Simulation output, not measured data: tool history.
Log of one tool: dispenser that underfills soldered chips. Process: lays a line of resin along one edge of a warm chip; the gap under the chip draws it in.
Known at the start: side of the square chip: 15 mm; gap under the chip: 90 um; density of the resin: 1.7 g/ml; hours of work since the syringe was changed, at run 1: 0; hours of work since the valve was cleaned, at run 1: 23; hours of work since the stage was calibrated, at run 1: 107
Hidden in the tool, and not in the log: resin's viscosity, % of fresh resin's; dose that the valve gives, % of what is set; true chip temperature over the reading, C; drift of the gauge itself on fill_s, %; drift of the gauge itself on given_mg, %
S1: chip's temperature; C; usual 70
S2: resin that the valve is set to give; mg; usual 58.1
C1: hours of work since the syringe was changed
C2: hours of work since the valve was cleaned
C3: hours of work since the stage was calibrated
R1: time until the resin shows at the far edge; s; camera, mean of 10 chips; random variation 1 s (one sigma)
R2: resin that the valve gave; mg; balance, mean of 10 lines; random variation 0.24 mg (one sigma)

| run | hour | S1 | S2 | C1 | C2 | C3 | R1 | R2 |
|---|---|---|---|---|---|---|---|---|
| 1 | 0 | 70 | 58.1 | 0 | 23 | 107 | 97.3 | 56.78 |
| 2 | 4.4 | 70 | 53.5 | 4 | 26 | 110 | 112.2 | 52.08 |
|  | 9.8 | new syringe of resin |
| 3 | 10.3 | 70 | 53.5 | 0 | 30 | 114 | 98.9 | 51.78 |
| 4 | 16.2 | 70 | 53.5 | 4 | 34 | 118 | 117.6 | 51.5 |
|  | 20.4 | new syringe of resin |
| 5 | 20.7 | 70 | 53.5 | 0 | 37 | 121 | 99 | 51.45 |
| 6 | 24 | 70 | 69.4 | 2 | 39 | 124 | 108.1 | 66.39 |
| 7 | 28.3 | 70 | 69.4 | 6 | 43 | 127 | 121.6 | 66.49 |
|  | 30.8 | new syringe of resin |
| 8 | 32.9 | 70 | 58.1 | 1 | 46 | 130 | 101.2 | 55.32 |
| 9 | 37.8 | 70 | 58.1 | 5 | 49 | 133 | 121.1 | 54.74 |
|  | 41.1 | new syringe of resin |
| 10 | 41.6 | 76 | 58.1 | 0 | 51 | 136 | 72.9 | 55.53 |
| 11 | 45.1 | 76 | 58.1 | 3 | 54 | 138 | 79.9 | 54.7 |
| 12 | 51 | 76 | 58.1 | 7 | 58 | 142 | 96.7 | 54.61 |
|  | 51.7 | new syringe of resin |
| 13 | 54 | 76 | 58.1 | 2 | 60 | 144 | 76 | 54.38 |
| 14 | 58.3 | 70 | 71 | 5 | 63 | 147 | 116.6 | 66.29 |
|  | 62.2 | new syringe of resin |
| 15 | 62.8 | 70 | 71 | 0 | 66 | 150 | 95.2 | 65.65 |
| 16 | 67.9 | 70 | 71 | 4 | 69 | 154 | 112.7 | 65.9 |
|  | 72.8 | new syringe of resin |
| 17 | 73.4 | 63 | 58.1 | 0 | 73 | 157 | 139.6 | 53.83 |
| 18 | 79.6 | 63 | 51.8 | 5 | 77 | 162 | 171.6 | 47.85 |
|  | 83.3 | new syringe of resin |
| 19 | 86 | 63 | 51.8 | 2 | 82 | 166 | 149.7 | 47.45 |
| 20 | 90 | 63 | 51.8 | 5 | 84 | 169 | 175.4 | 47.23 |
|  | 94 | new syringe of resin |
| 21 | 95.4 | 63 | 51.8 | 1 | 88 | 172 | 145 | 47.49 |
| 22 | 98.3 | 62 | 58.1 | 3 | 90 | 174 | 164.4 | 52.72 |
| 23 | 102.6 | 69 | 61.4 | 6 | 93 | 177 | 130.4 | 55.41 |
|  | 104.5 | new syringe of resin |
| 24 | 106.6 | 69 | 61.4 | 1 | 96 | 180 | 106.8 | 55.73 |
| 25 | 110.1 | 69 | 70.8 | 4 | 98 | 182 | 116.5 | 63.51 |
| 26 | 114 | 78 | 63 | 7 | 101 | 185 | 85.9 | 56.85 |
|  | 114.8 | new syringe of resin |
| 27 | 120.5 | 55 | 54.8 | 4 | 105 | 189 | 249.2 | 48.78 |
|  | 125.4 | new syringe of resin |
| 28 | 126.6 | 55 | 65.8 | 1 | 109 | 193 | 211.1 | 58.91 |
| 29 | 130.9 | 55 | 65.8 | 4 | 112 | 196 | 244.3 | 58.18 |
|  | 135.7 | new syringe of resin |
| 30 | 136.4 | 69 | 54.9 | 1 | 116 | 200 | 103.7 | 48.12 |

Hidden state or all else? Some run-to-run changes of R1, split into what the settings, what came in and random variation would give without the hidden state, and what is left for the hidden state (with any gauge scatter that isn't in both results):
Run 9 -> 10: S1 70 -> 76, new syringe of resin. R1 -48.2 s: hidden state -23.2, all else -25.
Run 17 -> 18: S2 58.1 -> 51.8. R1 +32 s: hidden state +31.7, all else +0.3.
Run 26 -> 27: S1 78 -> 55, S2 63 -> 54.8, new syringe of resin. R1 +163.3 s: hidden state +19.8, all else +143.5.
Run 27 -> 28: S2 54.8 -> 65.8, new syringe of resin. R1 -38.1 s: hidden state -39.6, all else +1.5.
Run 28 -> 29: no setting changed, nothing entered. R1 +33.2 s: hidden state +31.5, all else +1.7.
Run 29 -> 30: S1 55 -> 69, S2 65.8 -> 54.9, new syringe of resin. R1 -140.6 s: hidden state -31, all else -109.6.
